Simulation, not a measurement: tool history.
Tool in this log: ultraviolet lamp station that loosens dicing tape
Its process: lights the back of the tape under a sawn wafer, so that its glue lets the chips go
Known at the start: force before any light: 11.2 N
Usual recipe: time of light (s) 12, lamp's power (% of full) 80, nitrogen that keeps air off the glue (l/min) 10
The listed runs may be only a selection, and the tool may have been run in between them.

run,hour,time of light (s),lamp's power (% of full),nitrogen that keeps air off the glue (l/min),force that peels the tape off (N),light that reached the tape (mJ/cm²)
1,0.0,12,80,10,0.437,263
2,12.3,12,80,10,0.435,263
3,24.4,12,80,10,0.448,256
4,33.6,12,80,12,0.407,262
5,51.1,12,80,12,0.415,261
6,60.8,12,80,12,0.363,281
7,75.1,12,80,12,0.368,277
8,91.4,12,80,12,0.371,276
9,104.2,12,80,10,0.405,277
10,118.6,12,80,10,0.403,270
11,127.5,12,80,10,0.398,277
12,136.5,12,80,10,0.404,277
13,153.0,12,80,10,0.399,274
14,160.5,16,80,10,0.264,362
15,170.3,12,71,10,0.512,237
16,187.0,12,71,10,0.521,238
17,202.8,12,71,10,0.528,241
18,213.4,12,80,10,0.423,271
19,229.8,12,80,10,0.403,266
20,238.6,12,80,10,0.408,268
21,248.8,12,80,10,0.441,268
22,265.6,12,80,10,0.460,264
23,273.3,12,80,10,0.432,264
24,289.6,12,80,10,0.448,264
25,305.0,21,72,7,0.254,409
26,312.2,8,92,3,1.786,200
27,323.8,19,61,17,0.267,311
28,340.0,12,84,10,0.408,269
29,353.7,11,63,6,1.330,184
30,365.3,11,63,6,1.304,185
31,380.5,11,63,6,1.346,183
32,391.5,11,63,6,1.395,183
33,408.3,10,69,7,1.241,183
34,418.0,21,78,10,0.232,430
35,432.7,21,78,10,0.231,432
36,445.9,21,78,5,0.282,425
37,454.4,18,93,6,0.270,440
38,463.4,18,93,6,0.256,435
39,479.7,9,64,19,1.004,147
40,493.0,9,60,10,1.680,138
41,503.0,24,70,10,0.232,432
42,512.7,24,70,10,0.243,430
43,528.8,24,70,10,0.222,426

Missing from the log above: 1 entry noted between runs. For each, name the pair of listed runs it sits between and say how the tool's hidden condition differs from the listed run just before to the listed run just after:
Between runs 5 and 6: window cleaned of glue's vapour (hour 60.2)
  lamp's light, % of a new lamp's: 96.2 -> 96; light that the window lets through, % of a clean one's: 92 -> 99.4
  measured less the result without the state, force that peels the tape off (N): +0.082 -> +0.026; light that reached the tape (mJ/cm²): -34 -> -14
